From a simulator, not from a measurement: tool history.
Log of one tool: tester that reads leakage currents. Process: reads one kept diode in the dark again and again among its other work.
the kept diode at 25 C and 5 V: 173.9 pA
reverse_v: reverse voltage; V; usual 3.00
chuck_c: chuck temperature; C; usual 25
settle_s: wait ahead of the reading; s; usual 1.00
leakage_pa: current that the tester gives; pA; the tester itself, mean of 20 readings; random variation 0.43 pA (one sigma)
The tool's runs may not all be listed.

run    hour  reverse_v  chuck_c  settle_s  leakage_pa
  1     0.0       3.00       25      1.00      141.67
  2   154.7       3.00       25      1.00      140.98
  3   299.8       3.00       25      1.00      142.52
  4   497.8       3.00       25      7.63      141.09
  5   719.8       3.00       25      1.00      142.75
  6   939.3       1.17       25      1.00       95.75
  7  1207.3       3.00       25      1.00      141.21
  8  1319.3       3.00       25      1.00      142.28
  9  1543.1       3.00       25      0.53      143.78
 10  1694.9       4.67       25      1.00      171.37
 11  1862.4       4.67       25      1.00      170.86
 12  2094.2       4.67       25      1.00      170.60
 13  2209.0       1.18       25      1.00       95.72
 14  2393.4       1.18       25      1.00       95.58
 15  2632.0       3.00       25      1.00      142.59
 16  2744.9       7.86       25      1.00      213.74
     2838.4  -- probe card cleaned and baked
 17  2960.9       4.24       25      1.00      163.59
 18  3152.8       4.24       26      1.00      179.88
 19  3357.5       4.24       43      1.00      841.87
 20  3612.4      19.94       43      1.00     1590.32
     3719.9  -- tester calibrated
 21  3817.9       8.26       25      0.85      217.38
 22  4030.0       3.00       38      3.42      470.45
 23  4203.2       3.00       38      3.42      468.46
 24  4358.8      14.24       34      1.48      630.13
 25  4581.6       1.82       42      1.48      537.93
 26  4722.9       8.88       42      1.13     1051.37
 27  4867.5      12.21       42      1.13     1201.40
 28  5072.8      12.21       42      1.13     1199.54
 29  5292.4       1.04       35      0.35      230.41
 30  5462.8       1.04       35      0.35      231.81
 31  5593.9       1.04       35      0.35      231.31
     5737.5  -- chuck's temperature calibrated
 32  5748.8       1.32       32      0.35      194.65
 33  5863.5       3.00       47      0.38     1021.82
 34  6140.0       1.63       47      3.87      788.66
 35  6306.2       5.65       50      3.74     1698.39
 36  6437.6       5.65       50      3.74     1705.04
 37  6562.8      12.80       28      5.38      343.45
 38  6809.6      12.13       28      0.78      341.69
 39  7003.7      19.15       25      1.98      307.71

Measured less the same run without the tool's hidden state. The same run-to-run variation is in both; the gauge's scatter may not be:
The hidden state here: stray current of the dirty probe card, pA a volt; current scale over the true one, %; true chuck temperature over the reading, C; drift of the gauge itself on leakage_pa, %.
run  leakage_pa
  1       +0.00
  2       +0.00
  3       +0.02
  4       +0.02
  5       +0.04
  6       +0.03
  7       +0.06
  8       +0.07
  9       +0.09
 10       +0.13
 11       +0.14
 12       +0.16
 13       +0.07
 14       +0.07
 15       +0.15
 16       +0.31
 17       +0.12
 18       +0.14
 19       +0.60
 20       +1.28
 21       +0.29
 22       +0.55
 23       +0.57
 24       +0.89
 25       +0.69
 26       +1.42
 27       +1.69
 28       +1.76
 29       +0.36
 30       +0.37
 31       +0.38
 32       +0.02
 33       +0.04
 34       +0.09
 35       +0.28
 36       +0.34
 37       +0.31
 38       +0.32
 39       +0.49

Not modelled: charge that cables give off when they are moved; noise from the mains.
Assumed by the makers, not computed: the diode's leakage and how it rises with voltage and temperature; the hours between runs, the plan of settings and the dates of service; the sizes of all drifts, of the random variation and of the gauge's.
